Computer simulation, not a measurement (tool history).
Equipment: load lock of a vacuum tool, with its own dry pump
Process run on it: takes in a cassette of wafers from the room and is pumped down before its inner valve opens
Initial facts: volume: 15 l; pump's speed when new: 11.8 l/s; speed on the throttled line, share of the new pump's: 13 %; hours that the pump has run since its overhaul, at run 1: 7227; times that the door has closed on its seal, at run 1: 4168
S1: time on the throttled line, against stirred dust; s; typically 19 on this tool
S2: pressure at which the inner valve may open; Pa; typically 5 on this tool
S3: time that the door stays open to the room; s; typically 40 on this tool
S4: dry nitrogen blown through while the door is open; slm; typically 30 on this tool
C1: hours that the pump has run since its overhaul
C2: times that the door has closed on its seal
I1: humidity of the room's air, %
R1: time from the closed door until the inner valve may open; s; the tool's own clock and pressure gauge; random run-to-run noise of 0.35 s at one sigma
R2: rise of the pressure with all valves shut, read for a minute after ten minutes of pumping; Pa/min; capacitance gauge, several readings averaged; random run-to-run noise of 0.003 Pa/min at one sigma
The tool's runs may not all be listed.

Run 1, hour 0.0: usual settings; C1 7227; C2 4168; I1 48.0. Result: R1 29.9 s, R2 0.053 Pa/min.
Run 2, hour 216.3: usual settings; C1 7444; C2 4490; I1 44.5. Result: R1 29.4 s, R2 0.041 Pa/min.
Run 3, hour 485.2: usual settings; C1 7712; C2 4891; I1 45.6. Result: R1 29.9 s, R2 0.047 Pa/min.
Run 4, hour 658.4: usual settings; C1 7886; C2 5149; I1 46.3. Result: R1 29.6 s, R2 0.047 Pa/min.
Run 5, hour 947.5: usual settings; C1 8175; C2 5581; I1 46.9. Result: R1 29.5 s, R2 0.043 Pa/min.
Run 6, hour 1318.4: usual settings but S2 8 Pa; C1 8546; C2 6134; I1 43.5. Result: R1 28.7 s, R2 0.045 Pa/min.
Run 7, hour 1678.4: usual settings but S2 8 Pa; C1 8906; C2 6670; I1 44.6. Result: R1 29.3 s, R2 0.053 Pa/min.
Run 8, hour 2034.3: usual settings; C1 9262; C2 7201; I1 46.7. Result: R1 29.1 s, R2 0.048 Pa/min.
Run 9, hour 2226.2: usual settings but S3 29 s; C1 9453; C2 7487; I1 44.8. Result: R1 30.0 s, R2 0.043 Pa/min.
At hour 2482.1: dry pump taken out, an overhauled one fitted.
Run 10, hour 2515.8: usual settings but S1 14 s; C1 34; C2 7910; I1 45.3. Result: R1 24.9 s, R2 0.047 Pa/min.
Run 11, hour 2712.4: usual settings but S3 27 s; C1 230; C2 8203; I1 44.3. Result: R1 29.3 s, R2 0.041 Pa/min.
Run 12, hour 3037.6: usual settings but S3 27 s; C1 555; C2 8688; I1 45.2. Result: R1 29.2 s, R2 0.040 Pa/min.
Run 13, hour 3295.9: usual settings but S1 18 s; C1 814; C2 9074; I1 39.9. Result: R1 28.3 s, R2 0.043 Pa/min.
Run 14, hour 3481.5: usual settings but S1 18 s; C1 999; C2 9350; I1 43.0. Result: R1 29.0 s, R2 0.043 Pa/min.
Run 15, hour 3770.2: usual settings but S2 8 Pa; C1 1288; C2 9781; I1 43.3. Result: R1 29.0 s, R2 0.043 Pa/min.
Run 16, hour 4110.3: usual settings but S2 8 Pa; C1 1628; C2 10288; I1 46.2. Result: R1 28.5 s, R2 0.046 Pa/min.
Run 17, hour 4386.8: usual settings but S2 8 Pa; C1 1905; C2 10700; I1 43.8. Result: R1 29.2 s, R2 0.043 Pa/min.
Run 18, hour 4631.8: usual settings but S2 7 Pa; C1 2150; C2 11066; I1 47.7. Result: R1 29.7 s, R2 0.047 Pa/min.
Run 19, hour 4850.7: usual settings; C1 2369; C2 11392; I1 46.5. Result: R1 28.8 s, R2 0.047 Pa/min.
Run 20, hour 5049.3: usual settings; C1 2567; C2 11688; I1 44.7. Result: R1 29.6 s, R2 0.048 Pa/min.
Run 21, hour 5341.9: usual settings but S2 6 Pa, S3 69 s; C1 2860; C2 12124; I1 48.1. Result: R1 29.4 s, R2 0.058 Pa/min.
Run 22, hour 5510.1: usual settings but S2 9 Pa, S3 115 s; C1 3028; C2 12375; I1 48.6. Result: R1 29.0 s, R2 0.066 Pa/min.
Run 23, hour 5892.0: usual settings but S2 9 Pa, S3 115 s; C1 3410; C2 12945; I1 44.6. Result: R1 28.9 s, R2 0.062 Pa/min.
Run 24, hour 6046.4: usual settings but S2 9 Pa, S3 115 s; C1 3564; C2 13175; I1 46.7. Result: R1 28.8 s, R2 0.063 Pa/min.
Run 25, hour 6249.5: usual settings but S1 16 s, S3 52 s; C1 3767; C2 13478; I1 44.3. Result: R1 27.1 s, R2 0.048 Pa/min.
Run 26, hour 6478.0: usual settings but S1 16 s, S2 9 Pa, S3 225 s, S4 17 slm; C1 3996; C2 13819; I1 41.3. Result: R1 25.7 s, R2 0.081 Pa/min.
Run 27, hour 6700.9: usual settings; C1 4219; C2 14151; I1 41.9. Result: R1 29.4 s, R2 0.039 Pa/min.
Run 28, hour 7015.1: usual settings; C1 4533; C2 14619; I1 44.3. Result: R1 29.5 s, R2 0.043 Pa/min.
Run 29, hour 7343.5: usual settings but S2 10 Pa; C1 4861; C2 15109; I1 45.4. Result: R1 28.6 s, R2 0.044 Pa/min.
Run 30, hour 7613.3: usual settings but S1 30 s, S2 6 Pa, S4 11 slm; C1 5131; C2 15511; I1 43.2. Result: R1 39.5 s, R2 0.059 Pa/min.
Run 31, hour 7961.1: usual settings but S1 14 s, S3 56 s; C1 5479; C2 16030; I1 44.3. Result: R1 25.0 s, R2 0.050 Pa/min.
Run 32, hour 8204.2: usual settings but S1 33 s, S2 9 Pa, S3 28 s, S4 36 slm; C1 5722; C2 16393; I1 43.5. Result: R1 41.0 s, R2 0.039 Pa/min.
Run 33, hour 8562.5: usual settings but S1 33 s, S2 9 Pa, S3 28 s, S4 36 slm; C1 6080; C2 16927; I1 44.5. Result: R1 40.5 s, R2 0.037 Pa/min.
Run 34, hour 8916.4: usual settings but S1 33 s, S2 9 Pa, S3 28 s, S4 36 slm; C1 6434; C2 17455; I1 43.9. Result: R1 40.4 s, R2 0.036 Pa/min.
Run 35, hour 9106.7: usual settings but S1 12 s, S3 211 s; C1 6625; C2 17738; I1 45.2. Result: R1 23.8 s, R2 0.073 Pa/min.
Run 36, hour 9489.4: usual settings but S1 12 s, S3 211 s; C1 7007; C2 18309; I1 45.9. Result: R1 23.5 s, R2 0.073 Pa/min.
Run 37, hour 9715.6: usual settings but S1 27 s, S4 5 slm; C1 7233; C2 18646; I1 45.0. Result: R1 36.7 s, R2 0.065 Pa/min.
Run 38, hour 9916.1: usual settings but S1 29 s, S3 34 s, S4 35 slm; C1 7434; C2 18945; I1 46.5. Result: R1 37.8 s, R2 0.041 Pa/min.

What differs in the tool's unlogged condition from the final listed run ahead of each entry between runs to the first listed run following it?
Logged between run 9 and run 10: dry pump taken out, an overhauled one fitted (hour 2482.1)
  pump's speed, % of a new pump's: 99.9 -> 100
